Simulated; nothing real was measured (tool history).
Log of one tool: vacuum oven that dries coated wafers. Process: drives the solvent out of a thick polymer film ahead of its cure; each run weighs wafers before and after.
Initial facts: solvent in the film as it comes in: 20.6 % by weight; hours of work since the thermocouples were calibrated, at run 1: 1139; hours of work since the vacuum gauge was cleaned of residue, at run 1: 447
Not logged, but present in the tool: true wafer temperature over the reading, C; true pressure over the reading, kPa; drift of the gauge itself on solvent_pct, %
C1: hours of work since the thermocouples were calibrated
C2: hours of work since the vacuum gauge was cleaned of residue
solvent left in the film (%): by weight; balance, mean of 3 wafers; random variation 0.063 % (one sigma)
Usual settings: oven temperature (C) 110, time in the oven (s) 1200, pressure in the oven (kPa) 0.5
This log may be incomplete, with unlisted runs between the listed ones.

Run 1, day 0: usual settings; C1 1139; C2 447. Result: solvent left in the film (%) 3.05.
Run 2, day 2.892: usual settings but pressure in the oven (kPa) 0.599; C1 1183; C2 491. Result: solvent left in the film (%) 2.99.
Run 3, day 5.854: usual settings; C1 1228; C2 536. Result: solvent left in the film (%) 3.06.
Run 4, day 8.162: usual settings but time in the oven (s) 1140; C1 1264; C2 571. Result: solvent left in the film (%) 3.37.
Run 5, day 11.525: usual settings but time in the oven (s) 1020; C1 1315; C2 623. Result: solvent left in the film (%) 3.8.
Run 6, day 13.433: usual settings but time in the oven (s) 1020; C1 1344; C2 652. Result: solvent left in the film (%) 3.77.
Run 7, day 16.367: usual settings but time in the oven (s) 1020; C1 1389; C2 697. Result: solvent left in the film (%) 3.71.
Run 8, day 19.129: usual settings but oven temperature (C) 111; C1 1431; C2 739. Result: solvent left in the film (%) 2.65.
At day 22.062: oven's thermocouples calibrated.
Run 9, day 22.879: usual settings but oven temperature (C) 111; C1 12; C2 795. Result: solvent left in the film (%) 2.11.
Run 10, day 26.604: usual settings; C1 69; C2 852. Result: solvent left in the film (%) 2.38.
Run 11, day 29.408: usual settings; C1 112; C2 895. Result: solvent left in the film (%) 2.26.
Run 12, day 31.592: usual settings but time in the oven (s) 1140; C1 146; C2 928. Result: solvent left in the film (%) 2.54.
Run 13, day 34.129: usual settings but time in the oven (s) 1140; C1 184; C2 967. Result: solvent left in the film (%) 2.52.
Run 14, day 36.462: usual settings but time in the oven (s) 1140; C1 220; C2 1002. Result: solvent left in the film (%) 2.52.
Run 15, day 38.167: usual settings but time in the oven (s) 1140, pressure in the oven (kPa) 0.399; C1 246; C2 1028. Result: solvent left in the film (%) 2.5.
At day 40.125: oven's thermocouples calibrated, once more.
Run 16, day 40.125: usual settings but time in the oven (s) 1140, pressure in the oven (kPa) 0.399; C1 0; C2 1057. Result: solvent left in the film (%) 4.28.
Run 17, day 42.629: usual settings but time in the oven (s) 1140, pressure in the oven (kPa) 0.399; C1 38; C2 1095. Result: solvent left in the film (%) 4.31.
At day 43.038: vacuum gauge cleaned of residue and calibrated.
Run 18, day 44.892: usual settings but oven temperature (C) 96, time in the oven (s) 1140, pressure in the oven (kPa) 0.399; C1 72; C2 28. Result: solvent left in the film (%) 9.57.
Run 19, day 48.583: usual settings but oven temperature (C) 96, time in the oven (s) 1140, pressure in the oven (kPa) 0.399; C1 128; C2 85. Result: solvent left in the film (%) 9.41.
Run 20, day 51.262: usual settings but pressure in the oven (kPa) 1.352; C1 169; C2 126. Result: solvent left in the film (%) 4.19.
Run 21, day 54.342: usual settings but pressure in the oven (kPa) 1.352; C1 216; C2 173. Result: solvent left in the film (%) 3.98.
Run 22, day 58.067: usual settings but time in the oven (s) 1140, pressure in the oven (kPa) 1.352; C1 273; C2 229. Result: solvent left in the film (%) 4.36.
Run 23, day 61.442: usual settings but oven temperature (C) 111, pressure in the oven (kPa) 0.797; C1 325; C2 281. Result: solvent left in the film (%) 3.48.
Run 24, day 64.329: usual settings but oven temperature (C) 111, pressure in the oven (kPa) 0.797; C1 369; C2 325. Result: solvent left in the film (%) 3.42.
Run 25, day 67.367: usual settings but oven temperature (C) 113, time in the oven (s) 1620, pressure in the oven (kPa) 0.823; C1 415; C2 371. Result: solvent left in the film (%) 1.63.
Run 26, day 68.908: usual settings but oven temperature (C) 113, time in the oven (s) 1620, pressure in the oven (kPa) 0.823; C1 439; C2 395. Result: solvent left in the film (%) 1.51.
Run 27, day 72.4: usual settings but oven temperature (C) 97, time in the oven (s) 1320, pressure in the oven (kPa) 1.753; C1 492; C2 448. Result: solvent left in the film (%) 8.78.
Run 28, day 73.962: usual settings but oven temperature (C) 96, time in the oven (s) 600, pressure in the oven (kPa) 0.274; C1 516; C2 472. Result: solvent left in the film (%) 12.38.
Run 29, day 76.479: usual settings but time in the oven (s) 720; C1 554; C2 511. Result: solvent left in the film (%) 6.51.
Run 30, day 78.112: usual settings but oven temperature (C) 125, time in the oven (s) 840; C1 579; C2 536. Result: solvent left in the film (%) 1.21.
Run 31, day 81.871: usual settings but oven temperature (C) 100, time in the oven (s) 1800; C1 637; C2 593. Result: solvent left in the film (%) 5.17.
Run 32, day 84.792: usual settings but oven temperature (C) 114; C1 681; C2 638. Result: solvent left in the film (%) 2.35.
Run 33, day 88.129: usual settings but oven temperature (C) 114, pressure in the oven (kPa) 0.858; C1 732; C2 689. Result: solvent left in the film (%) 2.47.
Run 34, day 90.592: usual settings but oven temperature (C) 109, time in the oven (s) 1860, pressure in the oven (kPa) 0.763; C1 770; C2 726. Result: solvent left in the film (%) 2.05.
Run 35, day 92.317: usual settings but oven temperature (C) 99; C1 796; C2 753. Result: solvent left in the film (%) 7.91.
Run 36, day 95.754: usual settings but oven temperature (C) 122, time in the oven (s) 960, pressure in the oven (kPa) 0.446; C1 849; C2 805. Result: solvent left in the film (%) 1.2.
Run 37, day 99.204: usual settings but oven temperature (C) 107, time in the oven (s) 1500, pressure in the oven (kPa) 0.339; C1 901; C2 858. Result: solvent left in the film (%) 3.15.
Run 38, day 101.675: usual settings but oven temperature (C) 107, time in the oven (s) 1500, pressure in the oven (kPa) 0.339; C1 939; C2 895. Result: solvent left in the film (%) 3.31.
Run 39, day 104.892: usual settings but oven temperature (C) 120, time in the oven (s) 1140, pressure in the oven (kPa) 0.435; C1 988; C2 945. Result: solvent left in the film (%) 1.09.
Run 40, day 106.821: usual settings but oven temperature (C) 120, time in the oven (s) 1140, pressure in the oven (kPa) 0.435; C1 1017; C2 974. Result: solvent left in the film (%) 1.22.
Run 41, day 109.625: usual settings but oven temperature (C) 120, time in the oven (s) 1140, pressure in the oven (kPa) 0.435; C1 1060; C2 1017. Result: solvent left in the film (%) 1.05.
Run 42, day 111.929: usual settings but oven temperature (C) 108, time in the oven (s) 1260, pressure in the oven (kPa) 1.389; C1 1096; C2 1052. Result: solvent left in the film (%) 4.19.
Run 43, day 114.729: usual settings but oven temperature (C) 121, pressure in the oven (kPa) 1.162; C1 1138; C2 1095. Result: solvent left in the film (%) 1.17.
At day 114.992: vacuum gauge cleaned of residue and calibrated.
Run 44, day 117.9: usual settings but oven temperature (C) 120, pressure in the oven (kPa) 1.162; C1 1186; C2 44. Result: solvent left in the film (%) 1.04.

Results per run with the tool's hidden condition removed, run-to-run variation unchanged:
run  solvent left in the film (%)
  1                          3.74
  2                          3.72
  3                          3.82
  4                          4.17
  5                          4.66
  6                          4.64
  7                          4.59
  8                          3.44
  9                          3.46
 10                          3.84
 11                           3.7
 12                          4.08
 13                          4.06
 14                          4.09
 15                          4.09
 16                          4.02
 17                          4.06
 18                          9.48
 19                          9.35
 20                          4.15
 21                          3.97
 22                          4.37
 23                          3.51
 24                          3.46
 25                          1.65
 26                          1.55
 27                          8.91
 28                         12.48
 29                          6.69
 30                          1.28
 31                          5.37
 32                           2.5
 33                          2.64
 34                          2.19
 35                          8.21
 36                          1.33
 37                          3.43
 38                          3.62
 39                          1.23
 40                          1.36
 41                           1.2
 42                          4.61
 43                          1.29
 44                          1.31

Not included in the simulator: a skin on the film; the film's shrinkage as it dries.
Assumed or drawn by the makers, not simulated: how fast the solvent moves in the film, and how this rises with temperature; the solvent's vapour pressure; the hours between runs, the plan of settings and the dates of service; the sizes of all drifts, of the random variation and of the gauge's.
